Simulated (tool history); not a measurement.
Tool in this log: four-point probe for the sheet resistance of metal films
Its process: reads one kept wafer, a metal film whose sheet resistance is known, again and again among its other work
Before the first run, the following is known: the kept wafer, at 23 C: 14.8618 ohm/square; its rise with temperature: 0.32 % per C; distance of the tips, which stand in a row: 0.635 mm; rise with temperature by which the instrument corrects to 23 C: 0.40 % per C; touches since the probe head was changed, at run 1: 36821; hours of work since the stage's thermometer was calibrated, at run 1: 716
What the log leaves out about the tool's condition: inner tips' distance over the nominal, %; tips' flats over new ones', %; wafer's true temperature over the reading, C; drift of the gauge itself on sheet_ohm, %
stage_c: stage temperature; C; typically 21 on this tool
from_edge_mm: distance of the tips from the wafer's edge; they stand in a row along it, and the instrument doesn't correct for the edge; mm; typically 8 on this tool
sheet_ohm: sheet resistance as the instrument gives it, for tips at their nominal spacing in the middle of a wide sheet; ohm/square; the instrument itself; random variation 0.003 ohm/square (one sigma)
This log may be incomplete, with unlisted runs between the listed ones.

run    hour  stage_c  from_edge_mm  touches since the probe head was changed  hours of work since the stage's thermometer was calibrated  sheet_ohm
  1       0       21             8                                     36821                                                         716  14.799955
  2    96.2       21             8                                     41420                                                         785  14.787255
  3   212.7       26             8                                     46986                                                         867  14.714363
  4   282.9       26             8                                     50343                                                         917  14.710052
  5   349.1       21            45                                     53503                                                         964  14.708974
  6   426.9       21            45                                     57224                                                        1020  14.702682
  7   547.2       21            45                                     62972                                                        1105  14.690697
  8   620.3       21            45                                     66463                                                        1157  14.679974
  9   751.3       21            45                                     72724                                                        1250   14.66411
 10   861.1       21             8                                     77975                                                        1328  14.706074
      921.7  -- new probe head fitted
 11   958.7       21             8                                      1771                                                        1397  14.970833
 12  1070.7       21             8                                      7119                                                        1477  14.963511
 13  1200.2       21             8                                     13312                                                        1569  14.944278
 14  1322.8       21             8                                     19167                                                        1656  14.937948
 15  1458.3       26             8                                     25642                                                        1752  14.863792
 16  1523.1       26             8                                     28744                                                        1798   14.85769
 17  1636.2       26             8                                     34146                                                        1879  14.847737
 18  1699.1       26             8                                     37153                                                        1923  14.839191
 19  1803.1       23            14                                     42122                                                        1997  14.832779
 20  1858.7       23            12                                     44782                                                        2037  14.831639
 21  1954.9       23            12                                     49376                                                        2105  14.819032
 22    2060       27            43                                     54398                                                        2180   14.74476
     2159.4  -- stage's thermometer calibrated
 23  2176.8       24             3                                     59956                                                          12  15.089343
 24  2307.8       22             6                                     66217                                                         105  14.843214
 25  2411.8       20            12                                     71190                                                         179  14.784704
 26  2488.2       31            22                                     74838                                                         234  14.644391
 27  2579.3       31            22                                     79193                                                         298   14.63495
     2613.2  -- new probe head fitted
 28  2659.9       30             5                                      2229                                                         355  14.998202
 29  2738.6       30             5                                      5991                                                         411  14.990599
 30  2865.2       23            40                                     12044                                                         501  14.936583
 31  2973.1       20            45                                     17198                                                         578  14.959981
 32  3044.8       23             5                                     20627                                                         629  15.041456

Each run again, without the hidden state but with its own random variation kept:
run  sheet_ohm
  1  14.940386
  2  14.938249
  3  14.876793
  4  14.879973
  5  14.885442
  6  14.886135
  7  14.886619
  8  14.884231
  9  14.881399
 10  14.934162
 11  14.933994
 12    14.9382
 13  14.930658
 14  14.937335
 15  14.877238
 16  14.877843
 17  14.879438
 18  14.877626
 19  14.882313
 20  14.886714
 21  14.883287
 22  14.818569
 23  15.201138
 24  14.966077
 25  14.918077
 26  14.783882
 27  14.783317
 28   14.90542
 29  14.905705
 30  14.865478
 31  14.899157
 32  14.988012

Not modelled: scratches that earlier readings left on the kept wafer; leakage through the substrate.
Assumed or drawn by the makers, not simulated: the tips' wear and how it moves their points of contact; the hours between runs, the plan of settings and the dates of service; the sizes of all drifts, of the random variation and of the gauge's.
